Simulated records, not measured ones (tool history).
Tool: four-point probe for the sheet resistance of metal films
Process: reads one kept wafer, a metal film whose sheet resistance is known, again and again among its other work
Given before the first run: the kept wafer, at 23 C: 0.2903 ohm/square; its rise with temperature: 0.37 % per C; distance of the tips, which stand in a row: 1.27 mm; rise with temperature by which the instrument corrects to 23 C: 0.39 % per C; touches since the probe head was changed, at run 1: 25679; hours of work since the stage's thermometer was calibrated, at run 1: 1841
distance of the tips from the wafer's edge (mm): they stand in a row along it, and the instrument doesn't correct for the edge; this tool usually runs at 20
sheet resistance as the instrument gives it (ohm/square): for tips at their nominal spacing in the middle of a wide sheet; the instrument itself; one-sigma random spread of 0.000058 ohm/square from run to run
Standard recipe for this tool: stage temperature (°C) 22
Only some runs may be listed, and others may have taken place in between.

run    hour  stage temperature (°C)  distance of the tips from the wafer's edge (mm)  touches since the probe head was changed  hours of work since the stage's thermometer was calibrated  sheet resistance as the instrument gives it (ohm/square)
  1     0.0                      22                                               20                                     25679                                                        1841                                                  0.291440
  2    52.0                      22                                               20                                     26323                                                        1869                                                  0.291635
  3    75.1                      22                                               20                                     26609                                                        1881                                                  0.291492
  4   106.6                      22                                               20                                     26999                                                        1898                                                  0.291541
      140.2  -- stage's thermometer calibrated
  5   148.2                      22                                               20                                     27508                                                           4                                                  0.290967
  6   175.9                      22                                               20                                     27851                                                          19                                                  0.291047
  7   226.0                      22                                               20                                     28470                                                          46                                                  0.291041
  8   265.0                      22                                               20                                     28953                                                          67                                                  0.291091
  9   304.3                      22                                               20                                     29439                                                          88                                                  0.291115
 10   337.8                      22                                               20                                     29854                                                         106                                                  0.291129
 11   362.5                      22                                               20                                     30160                                                         119                                                  0.291132
 12   387.4                      22                                                5                                     30469                                                         132                                                  0.300190
 13   421.0                      22                                               40                                     30884                                                         150                                                  0.290781
 14   443.4                      22                                                5                                     31161                                                         162                                                  0.300302
 15   489.5                      22                                                5                                     31732                                                         187                                                  0.300226
 16   530.5                      22                                               46                                     32240                                                         209                                                  0.290691
 17   570.4                      22                                               20                                     32733                                                         230                                                  0.291198
 18   615.5                      22                                               20                                     33291                                                         254                                                  0.291073
 19   661.0                      22                                               20                                     33854                                                         278                                                  0.291215
 20   703.7                      22                                               20                                     34382                                                         301                                                  0.291159
 21   753.6                      22                                               20                                     35001                                                         328                                                  0.291255
 22   783.6                      22                                               20                                     35372                                                         344                                                  0.291211
 23   824.8                      26                                               20                                     35882                                                         366                                                  0.291077
 24   866.4                      22                                               36                                     36396                                                         388                                                  0.290819
 25   894.2                      34                                               10                                     36741                                                         403                                                  0.292407
 26   927.3                      25                                               10                                     37150                                                         420                                                  0.292936
 27   954.3                      19                                               13                                     37485                                                         435                                                  0.292355
 28   993.4                      25                                               70                                     37968                                                         456                                                  0.290564
 29  1032.3                      24                                               13                                     38450                                                         477                                                  0.291993
 30  1072.9                      25                                                4                                     38952                                                         498                                                  0.305588
 31  1102.3                      28                                               16                                     39317                                                         514                                                  0.291380
 32  1148.8                      31                                               31                                     39892                                                         539                                                  0.290452
 33  1173.4                      34                                               59                                     40196                                                         552                                                  0.290055
 34  1215.3                      28                                               14                                     40715                                                         574                                                  0.291776
 35  1241.5                      28                                               14                                     41039                                                         588                                                  0.291691
 36  1294.4                      27                                               10                                     41694                                                         617                                                  0.292972
 37  1332.1                      22                                               14                                     42160                                                         637                                                  0.292101
 38  1377.0                      22                                               13                                     42717                                                         661                                                  0.292356
 39  1411.0                      22                                               13                                     43138                                                         679                                                  0.292310
 40  1464.1                      27                                               20                                     43795                                                         707                                                  0.291149
 41  1490.8                      27                                               20                                     44125                                                         721                                                  0.291276
 42  1514.6                      27                                               20                                     44419                                                         734                                                  0.291168
 43  1547.4                      30                                                4                                     44825                                                         752                                                  0.305306
 44  1600.2                      26                                               63                                     45479                                                         780                                                  0.290755
 45  1643.9                      22                                               54                                     46019                                                         803                                                  0.291047
 46  1674.8                      28                                                4                                     46402                                                         820                                                  0.305454

Alternative continuations, all from the tool just after run 46; predict every row:
  A  1721.3                      24                                               23                                     46978                                                         845                                                         ?
  B  1721.3                      30                                               17                                     46978                                                         845                                                         ?
  C  1721.3                      23                                               13                                     46978                                                         845                                                         ?

run  sheet resistance as the instrument gives it (ohm/square)
  A                                                  0.291389
  B                                                  0.291361
  C                                                  0.292318
Without the tool's hidden state the same runs would have given:
run  sheet resistance as the instrument gives it (ohm/square)
  A                                                  0.290832
  B                                                  0.290810
  C                                                  0.291758
